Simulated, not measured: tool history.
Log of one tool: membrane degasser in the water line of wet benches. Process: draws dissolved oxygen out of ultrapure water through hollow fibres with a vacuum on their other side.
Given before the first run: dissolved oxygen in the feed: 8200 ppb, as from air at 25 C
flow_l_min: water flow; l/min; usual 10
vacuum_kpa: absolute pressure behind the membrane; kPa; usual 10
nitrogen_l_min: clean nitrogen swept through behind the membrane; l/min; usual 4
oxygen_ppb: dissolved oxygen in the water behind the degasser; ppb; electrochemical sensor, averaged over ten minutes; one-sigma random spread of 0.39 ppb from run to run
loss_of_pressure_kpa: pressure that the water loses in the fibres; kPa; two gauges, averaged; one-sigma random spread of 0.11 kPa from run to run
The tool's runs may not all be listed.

| run | hour | flow_l_min | vacuum_kpa | nitrogen_l_min | oxygen_ppb | loss_of_pressure_kpa |
|---|---|---|---|---|---|---|
| 1 | 0 | 10 | 10 | 4 | 48.3 | 44.52 |
| 2 | 113.8 | 10 | 10 | 4 | 47.6 | 44.41 |
| 3 | 206.6 | 10 | 10.5 | 4 | 52.3 | 44.67 |
| 4 | 268.9 | 10 | 10.5 | 4 | 52.1 | 44.66 |
| 5 | 358 | 12 | 10 | 4 | 62.5 | 53.35 |
| 6 | 468.6 | 12 | 10 | 4 | 62.6 | 53.48 |
| 7 | 547.9 | 12 | 10 | 4 | 62.5 | 53.36 |
| 8 | 654.1 | 10 | 10 | 2.16 | 86.3 | 44.74 |
| 9 | 753.6 | 10 | 10 | 2.16 | 87.3 | 44.66 |
| 10 | 861 | 10 | 10 | 2.16 | 86.7 | 44.92 |
| 11 | 908.7 | 10 | 8.4 | 2.16 | 68.3 | 44.74 |
| 12 | 957.2 | 10 | 10 | 4 | 49.8 | 44.82 |
| 13 | 1006.4 | 10 | 23.8 | 4 | 135.5 | 44.81 |
| 14 | 1088.5 | 10 | 23.8 | 4 | 135.7 | 44.71 |
| 15 | 1190.8 | 10 | 23.8 | 4 | 134.4 | 44.82 |
| 16 | 1250.4 | 10 | 21 | 4 | 120.4 | 44.65 |
| 17 | 1315 | 10 | 21 | 4 | 118.5 | 44.93 |
| 18 | 1423.9 | 9 | 18.6 | 4 | 93.9 | 40.59 |
|  | 1433.9 | vacuum gauge calibrated |
| 19 | 1484.7 | 10 | 10 | 3.47 | 58.6 | 44.76 |
| 20 | 1569.6 | 10 | 10 | 3.47 | 59.1 | 44.99 |
| 21 | 1651.2 | 12 | 16.8 | 1.95 | 223.8 | 54.04 |
| 22 | 1753.3 | 13 | 10 | 3.22 | 90.2 | 58.45 |
| 23 | 1848.5 | 13 | 10 | 3.22 | 89.8 | 58.44 |
|  | 1911.8 | vacuum gauge calibrated, once more |
| 24 | 1911.8 | 16 | 6.1 | 4.66 | 58.6 | 72.1 |
| 25 | 1996.8 | 10 | 12.7 | 11.01 | 26.5 | 45.13 |
| 26 | 2097.2 | 10 | 12.7 | 11.01 | 27.5 | 45.15 |
| 27 | 2209.8 | 10 | 8.4 | 7.32 | 23.1 | 45.32 |

How would selected steps in oxygen_ppb from run to run divide? Give the signed amount a tool lacking its hidden state would still show from settings, what came in and random variation, and the signed amount left for the hidden state, including any gauge scatter that is not in both of the compared results.
The tool's hidden condition here consists of: membrane still open, %; true pressure behind the membrane over the reading, kPa; air that leaks in behind the membrane, l/min; drift of the gauge itself on oxygen_ppb, %; drift of the gauge itself on loss_of_pressure_kpa, %.
Run 20 -> 21: flow_l_min 10 -> 12, vacuum_kpa 10 -> 16.8, nitrogen_l_min 3.47 -> 1.95. oxygen_ppb +164.7 ppb: hidden state +9.2, all else +155.5.
Run 21 -> 22: flow_l_min 12 -> 13, vacuum_kpa 16.8 -> 10, nitrogen_l_min 1.95 -> 3.22. oxygen_ppb -133.6 ppb: hidden state -6, all else -127.6.
